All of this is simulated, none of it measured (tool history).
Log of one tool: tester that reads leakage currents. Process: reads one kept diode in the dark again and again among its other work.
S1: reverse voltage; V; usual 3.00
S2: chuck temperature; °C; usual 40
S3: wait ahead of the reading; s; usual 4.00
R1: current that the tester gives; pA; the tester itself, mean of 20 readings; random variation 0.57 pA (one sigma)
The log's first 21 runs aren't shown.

Run 22, hour 1489.1: usual settings but S1 1.56 V, S2 41 °C, S3 2.71 s. Result: R1 132.90 pA.
Run 23, hour 1554.8: usual settings but S1 7.32 V, S2 37 °C, S3 0.39 s. Result: R1 224.05 pA.
Run 24, hour 1635.9: usual settings but S1 7.32 V, S2 37 °C, S3 0.39 s. Result: R1 223.39 pA.
Run 25, hour 1700.1: usual settings but S2 22 °C, S3 7.93 s. Result: R1 48.26 pA.
Run 26, hour 1762.6: usual settings but S1 1.29 V, S2 22 °C, S3 0.42 s. Result: R1 31.33 pA.
Run 27, hour 1869.1: usual settings but S1 1.29 V, S2 22 °C, S3 0.42 s. Result: R1 31.58 pA.
Run 28, hour 1936.8: usual settings but S2 23 °C. Result: R1 52.19 pA.
Run 29, hour 2005.9: usual settings but S2 23 °C. Result: R1 52.06 pA.
Run 30, hour 2079.0: usual settings but S1 3.90 V, S2 52 °C, S3 0.55 s. Result: R1 417.09 pA.
Run 31, hour 2131.2: usual settings but S1 3.21 V, S2 58 °C, S3 1.64 s. Result: R1 541.56 pA.
Run 32, hour 2193.0: usual settings but S1 1.18 V, S3 6.39 s. Result: R1 103.85 pA.
Run 33, hour 2290.6: usual settings but S1 1.18 V, S2 39 °C, S3 6.39 s. Result: R1 97.25 pA.
Run 34, hour 2366.4: usual settings but S1 1.18 V, S2 39 °C, S3 6.39 s. Result: R1 96.96 pA.
Run 35, hour 2456.5: usual settings but S2 31 °C, S3 9.23 s. Result: R1 91.28 pA.

Forecast run 36:
Run 36, hour 2505.9: usual settings but S1 11.29 V, S2 31 °C, S3 0.45 s. Result: R1 ?.

Run 36 gave R1 186.89 pA.
Without the tool's hidden state the same run would have given R1 202.73 pA.
